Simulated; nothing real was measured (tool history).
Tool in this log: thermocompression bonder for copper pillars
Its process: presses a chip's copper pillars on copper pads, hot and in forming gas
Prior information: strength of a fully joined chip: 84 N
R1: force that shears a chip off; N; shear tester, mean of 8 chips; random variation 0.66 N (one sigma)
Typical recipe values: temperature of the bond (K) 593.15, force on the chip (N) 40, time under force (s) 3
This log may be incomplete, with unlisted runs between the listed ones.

{"run": 1, "hour": 0.0, "temperature of the bond (K)": 593.15, "force on the chip (N)": 40, "time under force (s)": 3, "R1": 50.8}
{"run": 2, "hour": 11.6, "temperature of the bond (K)": 593.15, "force on the chip (N)": 40, "time under force (s)": 3, "R1": 51.5}
{"run": 3, "hour": 37.0, "temperature of the bond (K)": 593.15, "force on the chip (N)": 40, "time under force (s)": 3, "R1": 51.2}
{"run": 4, "hour": 55.9, "temperature of the bond (K)": 593.15, "force on the chip (N)": 40, "time under force (s)": 5, "R1": 59}
{"run": 5, "hour": 75.0, "temperature of the bond (K)": 620.15, "force on the chip (N)": 40, "time under force (s)": 3, "R1": 64.3}
{"run": 6, "hour": 89.0, "temperature of the bond (K)": 620.15, "force on the chip (N)": 40, "time under force (s)": 3, "R1": 63.8}
{"run": 7, "hour": 102.4, "temperature of the bond (K)": 620.15, "force on the chip (N)": 40, "time under force (s)": 3, "R1": 62}
{"run": 8, "hour": 119.5, "temperature of the bond (K)": 593.15, "force on the chip (N)": 40, "time under force (s)": 3, "R1": 51.2}
{"run": 9, "hour": 144.7, "temperature of the bond (K)": 593.15, "force on the chip (N)": 40, "time under force (s)": 3, "R1": 51.4}
{"run": 10, "hour": 170.4, "temperature of the bond (K)": 593.15, "force on the chip (N)": 40, "time under force (s)": 3, "R1": 52.2}
{"run": 11, "hour": 195.4, "temperature of the bond (K)": 593.15, "force on the chip (N)": 40, "time under force (s)": 3, "R1": 50.2}
{"run": 12, "hour": 216.0, "temperature of the bond (K)": 593.15, "force on the chip (N)": 40, "time under force (s)": 3, "R1": 50.9}
{"run": 13, "hour": 236.3, "temperature of the bond (K)": 593.15, "force on the chip (N)": 40, "time under force (s)": 3, "R1": 50.9}
{"run": 14, "hour": 255.6, "temperature of the bond (K)": 593.15, "force on the chip (N)": 40, "time under force (s)": 3, "R1": 50.9}
{"run": 15, "hour": 267.3, "temperature of the bond (K)": 593.15, "force on the chip (N)": 31, "time under force (s)": 3, "R1": 46.7}
{"run": 16, "hour": 286.0, "temperature of the bond (K)": 593.15, "force on the chip (N)": 31, "time under force (s)": 3, "R1": 46.3}
{"run": 17, "hour": 303.9, "temperature of the bond (K)": 593.15, "force on the chip (N)": 40, "time under force (s)": 2, "R1": 44.9}
{"run": 18, "hour": 321.8, "temperature of the bond (K)": 593.15, "force on the chip (N)": 40, "time under force (s)": 2, "R1": 44}
{"run": 19, "hour": 347.5, "temperature of the bond (K)": 593.15, "force on the chip (N)": 40, "time under force (s)": 2, "R1": 45.6}
{"hour": 350.7, "done": "force cell calibrated"}
{"run": 20, "hour": 368.0, "temperature of the bond (K)": 593.15, "force on the chip (N)": 31, "time under force (s)": 4, "R1": 48.9}
{"run": 21, "hour": 383.9, "temperature of the bond (K)": 593.15, "force on the chip (N)": 31, "time under force (s)": 4, "R1": 49.4}
{"run": 22, "hour": 404.5, "temperature of the bond (K)": 589.15, "force on the chip (N)": 40, "time under force (s)": 7, "R1": 61.3}
{"run": 23, "hour": 423.4, "temperature of the bond (K)": 593.15, "force on the chip (N)": 37, "time under force (s)": 4, "R1": 53.4}
{"run": 24, "hour": 446.4, "temperature of the bond (K)": 593.15, "force on the chip (N)": 37, "time under force (s)": 4, "R1": 54.3}
{"hour": 458.2, "done": "heater calibrated with a thermocouple chip"}
{"run": 25, "hour": 463.6, "temperature of the bond (K)": 593.15, "force on the chip (N)": 37, "time under force (s)": 4, "R1": 47.9}
{"run": 26, "hour": 483.1, "temperature of the bond (K)": 593.15, "force on the chip (N)": 37, "time under force (s)": 4, "R1": 49.1}
{"run": 27, "hour": 496.9, "temperature of the bond (K)": 622.15, "force on the chip (N)": 50, "time under force (s)": 5, "R1": 68.8}
{"hour": 506.4, "done": "force cell calibrated, once more"}
{"run": 28, "hour": 516.9, "temperature of the bond (K)": 571.15, "force on the chip (N)": 28, "time under force (s)": 3, "R1": 29.4}
{"run": 29, "hour": 535.9, "temperature of the bond (K)": 571.15, "force on the chip (N)": 28, "time under force (s)": 3, "R1": 29.1}
{"run": 30, "hour": 559.2, "temperature of the bond (K)": 593.15, "force on the chip (N)": 46, "time under force (s)": 4, "R1": 52.4}
{"run": 31, "hour": 574.5, "temperature of the bond (K)": 577.15, "force on the chip (N)": 57, "time under force (s)": 2, "R1": 38.8}
{"run": 32, "hour": 599.7, "temperature of the bond (K)": 614.15, "force on the chip (N)": 37, "time under force (s)": 2, "R1": 48.3}
{"run": 33, "hour": 624.8, "temperature of the bond (K)": 568.15, "force on the chip (N)": 35, "time under force (s)": 3, "R1": 31.3}
{"hour": 628.2, "done": "forming gas filter changed"}
{"run": 34, "hour": 637.3, "temperature of the bond (K)": 568.15, "force on the chip (N)": 35, "time under force (s)": 3, "R1": 32.7}
{"run": 35, "hour": 652.2, "temperature of the bond (K)": 576.15, "force on the chip (N)": 39, "time under force (s)": 8, "R1": 53.6}

What if the next run were any one of these 3? Each begins from the tool's condition after run 35:
{"run": "A", "hour": 668.2, "temperature of the bond (K)": 615.15, "force on the chip (N)": 40, "time under force (s)": 3, "R1": "?"}
{"run": "B", "hour": 668.2, "temperature of the bond (K)": 606.15, "force on the chip (N)": 41, "time under force (s)": 2, "R1": "?"}
{"run": "C", "hour": 668.2, "temperature of the bond (K)": 601.15, "force on the chip (N)": 40, "time under force (s)": 8, "R1": "?"}

run=A R1=59
run=B R1=48.1
run=C R1=67.2
Had the tool no hidden state, the same runs would have come out as:
run=A R1=58.9
run=B R1=48
run=C R1=67.2
